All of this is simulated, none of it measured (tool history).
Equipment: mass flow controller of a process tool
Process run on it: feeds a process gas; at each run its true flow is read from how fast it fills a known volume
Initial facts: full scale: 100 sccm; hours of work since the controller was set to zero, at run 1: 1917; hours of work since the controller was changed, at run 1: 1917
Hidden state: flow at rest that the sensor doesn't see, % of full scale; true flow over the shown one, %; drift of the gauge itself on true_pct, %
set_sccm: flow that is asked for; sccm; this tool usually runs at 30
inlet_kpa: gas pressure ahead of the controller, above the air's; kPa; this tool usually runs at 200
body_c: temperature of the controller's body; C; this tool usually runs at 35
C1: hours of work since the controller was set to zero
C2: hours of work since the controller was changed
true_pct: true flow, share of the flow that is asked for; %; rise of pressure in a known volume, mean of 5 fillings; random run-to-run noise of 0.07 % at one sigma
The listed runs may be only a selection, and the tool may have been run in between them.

run 1 hour=0.0 | set_sccm=30 inlet_kpa=200 body_c=35 | C1=1917 C2=1917 | true_pct=99.28
run 2 hour=156.1 | set_sccm=30 inlet_kpa=200 body_c=35 | C1=2000 C2=2000 | true_pct=99.33
run 3 hour=346.9 | set_sccm=30 inlet_kpa=200 body_c=39 | C1=2102 C2=2102 | true_pct=98.99
run 4 hour=450.7 | set_sccm=30 inlet_kpa=250 body_c=39 | C1=2158 C2=2158 | true_pct=99.30
run 5 hour=633.9 | set_sccm=30 inlet_kpa=190 body_c=35 | C1=2256 C2=2256 | true_pct=99.17
run 6 hour=736.6 | set_sccm=30 inlet_kpa=190 body_c=35 | C1=2311 C2=2311 | true_pct=99.31
run 7 hour=928.2 | set_sccm=30 inlet_kpa=190 body_c=35 | C1=2414 C2=2414 | true_pct=99.37
run 8 hour=1114.0 | set_sccm=30 inlet_kpa=200 body_c=35 | C1=2513 C2=2513 | true_pct=99.36
run 9 hour=1313.1 | set_sccm=30 inlet_kpa=200 body_c=35 | C1=2620 C2=2620 | true_pct=99.31
run 10 hour=1477.4 | set_sccm=30 inlet_kpa=200 body_c=35 | C1=2708 C2=2708 | true_pct=99.52
run 11 hour=1656.5 | set_sccm=30 inlet_kpa=200 body_c=20 | C1=2804 C2=2804 | true_pct=100.39
run 12 hour=1835.1 | set_sccm=30 inlet_kpa=200 body_c=20 | C1=2899 C2=2899 | true_pct=100.44
run 13 hour=2014.1 | set_sccm=30 inlet_kpa=200 body_c=20 | C1=2995 C2=2995 | true_pct=100.44
run 14 hour=2231.8 | set_sccm=30 inlet_kpa=200 body_c=20 | C1=3112 C2=3112 | true_pct=100.50
run 15 hour=2409.5 | set_sccm=30 inlet_kpa=200 body_c=20 | C1=3207 C2=3207 | true_pct=100.53
run 16 hour=2548.2 | set_sccm=30 inlet_kpa=200 body_c=20 | C1=3281 C2=3281 | true_pct=100.45
run 17 hour=2735.9 | set_sccm=30 inlet_kpa=200 body_c=20 | C1=3381 C2=3381 | true_pct=100.63
run 18 hour=2890.0 | set_sccm=30 inlet_kpa=200 body_c=20 | C1=3464 C2=3464 | true_pct=100.64
run 19 hour=3122.8 | set_sccm=13 inlet_kpa=200 body_c=20 | C1=3589 C2=3589 | true_pct=98.10
run 20 hour=3291.6 | set_sccm=24 inlet_kpa=200 body_c=35 | C1=3679 C2=3679 | true_pct=98.97
run 21 hour=3467.9 | set_sccm=24 inlet_kpa=200 body_c=35 | C1=3773 C2=3773 | true_pct=99.02
run 22 hour=3704.7 | set_sccm=24 inlet_kpa=200 body_c=35 | C1=3900 C2=3900 | true_pct=99.10
run 23 hour=3852.2 | set_sccm=24 inlet_kpa=200 body_c=35 | C1=3979 C2=3979 | true_pct=99.08
run 24 hour=3954.0 | set_sccm=24 inlet_kpa=200 body_c=35 | C1=4034 C2=4034 | true_pct=99.18
run 25 hour=4173.2 | set_sccm=24 inlet_kpa=200 body_c=35 | C1=4151 C2=4151 | true_pct=99.10
run 26 hour=4340.2 | set_sccm=17 inlet_kpa=151 body_c=26 | C1=4240 C2=4240 | true_pct=98.25
run 27 hour=4498.9 | set_sccm=23 inlet_kpa=259 body_c=34 | C1=4325 C2=4325 | true_pct=99.27
run 28 hour=4635.5 | set_sccm=27 inlet_kpa=270 body_c=27 | C1=4398 C2=4398 | true_pct=100.36
run 29 hour=4838.4 | set_sccm=30 inlet_kpa=271 body_c=24 | C1=4507 C2=4507 | true_pct=100.90
run 30 hour=5021.3 | set_sccm=11 inlet_kpa=200 body_c=22 | C1=4605 C2=4605 | true_pct=96.43
run 31 hour=5183.4 | set_sccm=11 inlet_kpa=200 body_c=22 | C1=4692 C2=4692 | true_pct=96.38
run 32 hour=5280.6 | set_sccm=34 inlet_kpa=213 body_c=35 | C1=4744 C2=4744 | true_pct=100.06
run 33 hour=5492.6 | set_sccm=11 inlet_kpa=200 body_c=25 | C1=4857 C2=4857 | true_pct=95.96
run 34 hour=5630.0 | set_sccm=50 inlet_kpa=149 body_c=22 | C1=4931 C2=4931 | true_pct=101.50
run 35 hour=5791.3 | set_sccm=27 inlet_kpa=184 body_c=22 | C1=5017 C2=5017 | true_pct=100.13
run 36 hour=6028.0 | set_sccm=13 inlet_kpa=225 body_c=20 | C1=5144 C2=5144 | true_pct=97.54
run 37 hour=6129.8 | set_sccm=12 inlet_kpa=211 body_c=20 | C1=5199 C2=5199 | true_pct=96.87
run 38 hour=6289.6 | set_sccm=67 inlet_kpa=236 body_c=32 | C1=5284 C2=5284 | true_pct=102.02
run 39 hour=6477.6 | set_sccm=72 inlet_kpa=236 body_c=22 | C1=5385 C2=5385 | true_pct=102.69

Expected results for the next run?
run 40 hour=6620.6 | set_sccm=72 inlet_kpa=236 body_c=22 | C1=5461 C2=5461 | true_pct=?

true_pct: 102.83 %
Were there no unlogged condition in the tool, this run, its random variation unchanged, would have produced true_pct 100.27 %.
